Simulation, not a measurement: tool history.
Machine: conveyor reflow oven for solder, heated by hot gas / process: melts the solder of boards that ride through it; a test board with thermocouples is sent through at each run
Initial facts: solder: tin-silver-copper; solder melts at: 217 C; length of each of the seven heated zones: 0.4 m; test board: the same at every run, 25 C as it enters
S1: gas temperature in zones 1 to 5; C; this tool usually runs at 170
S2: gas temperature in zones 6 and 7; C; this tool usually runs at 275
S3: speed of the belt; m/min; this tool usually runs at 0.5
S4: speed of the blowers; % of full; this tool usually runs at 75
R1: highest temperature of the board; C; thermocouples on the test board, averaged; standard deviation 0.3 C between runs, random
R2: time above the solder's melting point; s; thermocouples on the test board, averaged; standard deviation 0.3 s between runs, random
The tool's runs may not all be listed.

run,day,S1,S2,S3,S4,R1,R2
1,0,170,275,0.5,75,263.6,81.5
2,2.025,170,275,0.5,75,263.4,81.1
3,4.179,170,275,0.5,75,263.4,81
4,7.917,170,275,0.5,75,262.9,80.6
5,11.988,170,275,0.5,75,262.3,80.8
6,16.079,170,275,0.5,75,263,80.3
7,19.95,170,275,0.5,75,261.5,80.2
8,23.521,170,275,0.5,75,261.2,80
# day 25.662: flux residue cleaned out of gas plates and filters
9,26.408,170,275,0.5,75,258.2,77.7
10,29.308,170,275,0.5,75,257.9,77.6
# day 33.342: flux residue cleaned out of gas plates and filters, once more
11,33.479,170,275,0.466,75,266.7,91.4
12,37.667,170,275,0.485,75,265.8,87.4
13,39.688,170,275,0.5,75,264.9,83.6
14,41.529,166,275,0.5,75,264.1,81.8
15,44.267,166,275,0.5,75,264.4,81.8
16,48.346,166,275,0.419,66,266.8,99.6
17,51.196,162,275,0.532,66,258.6,70.8
18,54.408,183,270,0.571,63,255,70.3
19,56.129,179,276,0.402,89,272.4,114.9
20,59.962,179,276,0.402,89,272.1,115.2
# day 61.917: flux residue cleaned out of gas plates and filters
# day 63.696: belt drive overhauled, speed set with a stopwatch
21,64.508,179,276,0.402,89,274.1,110.7
# day 67.029: thermocouples of zones 6 and 7 changed
22,68.646,179,276,0.402,89,270,109.9
23,71.162,170,276,0.402,89,270.4,106.4
24,72.883,170,276,0.402,89,269.4,107
25,76.892,182,278,0.527,87,266.3,82.3
26,80.175,182,278,0.456,87,268.8,97.3
27,83.917,182,278,0.456,87,269.1,97.3
28,87.346,172,271,0.481,75,258.1,80.9
# day 90.621: flux residue cleaned out of gas plates and filters
29,90.621,170,279,0.448,75,270.5,95.4

5 options for the next run, each taken on its own from the tool as it stands now. Forecast them:
A,94.692,169,271,0.5,59,?,?
B,94.692,159,283,0.427,75,?,?
C,94.692,159,279,0.46,59,?,?
D,94.692,173,275,0.578,75,?,?
E,94.692,168,279,0.457,79,?,?

run,R1,R2
A,256.5,74.2
B,274.1,98.9
C,264.8,84.8
D,260,67.9
E,270.4,93.5
Stripped of hidden state, with their random variation kept, the same runs would have yielded:
run,R1,R2
A,256.2,73.2
B,273.8,97.8
C,264.5,83.7
D,259.8,67.1
E,270.1,92.4

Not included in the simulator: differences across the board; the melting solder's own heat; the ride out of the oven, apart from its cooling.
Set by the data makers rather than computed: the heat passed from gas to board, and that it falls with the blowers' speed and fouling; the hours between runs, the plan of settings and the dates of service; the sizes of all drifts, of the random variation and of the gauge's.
